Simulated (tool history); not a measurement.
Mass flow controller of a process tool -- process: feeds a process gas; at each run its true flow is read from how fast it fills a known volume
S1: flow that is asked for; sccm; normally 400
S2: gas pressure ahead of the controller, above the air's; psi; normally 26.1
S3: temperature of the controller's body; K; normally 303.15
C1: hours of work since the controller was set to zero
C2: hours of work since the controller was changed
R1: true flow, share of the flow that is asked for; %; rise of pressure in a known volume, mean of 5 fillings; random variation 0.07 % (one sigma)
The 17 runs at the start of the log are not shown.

run	day	S1	S2	S3	C1	C2	R1
18	104.829	218	26.1	303.15	6594	6594	101.94
19	109.883	218	26.1	303.15	6681	6681	102.08
20	116.829	218	26.1	303.15	6800	6800	101.96
21	122.846	400	40.2	303.15	6904	6904	101.24
# day 123.304: controller's zero set anew
22	126.725	400	40.2	303.15	59	6970	101.51
23	131.425	400	26.1	303.15	139	7050	101.79
24	138.525	400	26.1	307.15	261	7172	102.12
25	147.25	277	26.1	303.15	411	7322	102.65
26	154.271	667	22.2	302.15	532	7443	101.57
27	159.083	667	22.2	302.15	614	7525	101.62
28	162.917	257	22.2	303.15	680	7591	102.92
29	166.617	122	22.2	298.15	743	7655	105.83

Estimate the outcome of run 30 from the log above:
# day 169.208: controller's zero set anew, once more
30	172.512	122	22.2	306.15	57	7755	?

R1: 100.07 %
Were there no unlogged condition in the tool, this run, its random variation unchanged, would have produced R1 99.01 %.
